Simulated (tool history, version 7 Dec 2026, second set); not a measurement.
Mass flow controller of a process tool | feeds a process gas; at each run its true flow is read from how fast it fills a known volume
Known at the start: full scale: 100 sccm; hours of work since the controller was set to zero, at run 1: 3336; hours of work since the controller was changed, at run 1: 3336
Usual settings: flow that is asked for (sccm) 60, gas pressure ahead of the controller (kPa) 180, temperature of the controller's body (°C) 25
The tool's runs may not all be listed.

run,hour,flow that is asked for (sccm),gas pressure ahead of the controller (kPa),temperature of the controller's body (°C),hours of work since the controller was set to zero,hours of work since the controller was changed,true flow (%)
1,0.0,60,180,25,3336,3336,99.63
2,108.3,60,180,25,3386,3386,99.54
3,239.5,60,175,25,3447,3447,99.48
4,403.4,60,246,25,3523,3523,99.87
5,514.4,60,246,25,3575,3575,99.99
6,691.3,60,180,29,3657,3657,99.38
7,825.8,60,180,29,3719,3719,99.53
8,942.2,60,180,29,3773,3773,99.48
9,1047.8,60,180,29,3822,3822,99.35
10,1185.1,60,180,25,3886,3886,99.64
11,1282.9,17,180,25,3931,3931,99.22
12,1496.5,17,180,25,4030,4030,99.01
13,1729.5,17,180,25,4138,4138,99.09
14,1918.4,17,180,25,4226,4226,99.20
15,2048.1,60,253,25,4286,4286,99.93
16,2146.8,90,253,36,4332,4332,99.82
17,2281.6,48,210,35,4394,4394,99.33
18,2498.0,48,210,35,4495,4495,99.22
19,2621.5,40,171,29,4552,4552,99.27
20,2720.5,12,233,27,4598,4598,99.25
21,2927.5,60,197,21,4694,4694,99.64
22,3145.7,19,218,29,4795,4795,99.17
23,3328.5,19,232,23,4880,4880,99.39
# hour 3361.4: controller's zero set anew
24,3512.4,19,232,23,70,4965,99.52
25,3669.3,60,180,25,143,5038,99.59

4 ways to go on from here, each from the tool as it stands after run 25. What would each give?
A,3842.5,29,163,22,223,5118,?
B,3842.5,19,175,37,223,5118,?
C,3842.5,99,180,25,223,5118,?
D,3842.5,17,180,25,223,5118,?

run,true flow (%)
A,99.30
B,98.92
C,99.90
D,99.18
Without the tool's hidden state the same runs would have given:
run,true flow (%)
A,99.31
B,98.93
C,99.91
D,99.19
